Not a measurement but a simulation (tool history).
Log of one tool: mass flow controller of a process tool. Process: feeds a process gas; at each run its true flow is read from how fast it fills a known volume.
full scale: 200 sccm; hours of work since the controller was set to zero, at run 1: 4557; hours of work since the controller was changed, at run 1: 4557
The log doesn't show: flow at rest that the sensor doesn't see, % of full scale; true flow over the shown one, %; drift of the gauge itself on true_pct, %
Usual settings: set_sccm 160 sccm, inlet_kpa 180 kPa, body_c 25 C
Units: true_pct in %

run    hour  set_sccm  inlet_kpa  body_c  hours of work since the controller was set to zero  hours of work since the controller was changed  true_pct
  1     0.0       160        180      25                                                4557                                            4557     99.59
  2   280.5       160        180      31                                                4667                                            4667     99.01
  3   429.1       136        180      31                                                4725                                            4725     98.65
  4   675.9       160        180      25                                                4821                                            4821     99.88
  5   906.8       160        180      25                                                4911                                            4911     99.90
  6  1086.5       160        180      25                                                4981                                            4981    100.02
  7  1398.6       160        180      25                                                5103                                            5103    100.29
  8  1666.4       131        213      20                                                5208                                            5208    100.76
  9  1808.9       131        213      20                                                5263                                            5263    100.88
 10  2105.9       163        180      25                                                5379                                            5379    100.37

Run 11 comes next. What will it give?
 11  2406.8       163        180      25                                                5497                                            5497         ?

Run 11 gave true_pct 100.72 %.
Without the tool's hidden state the same run would have given true_pct 99.54 %.
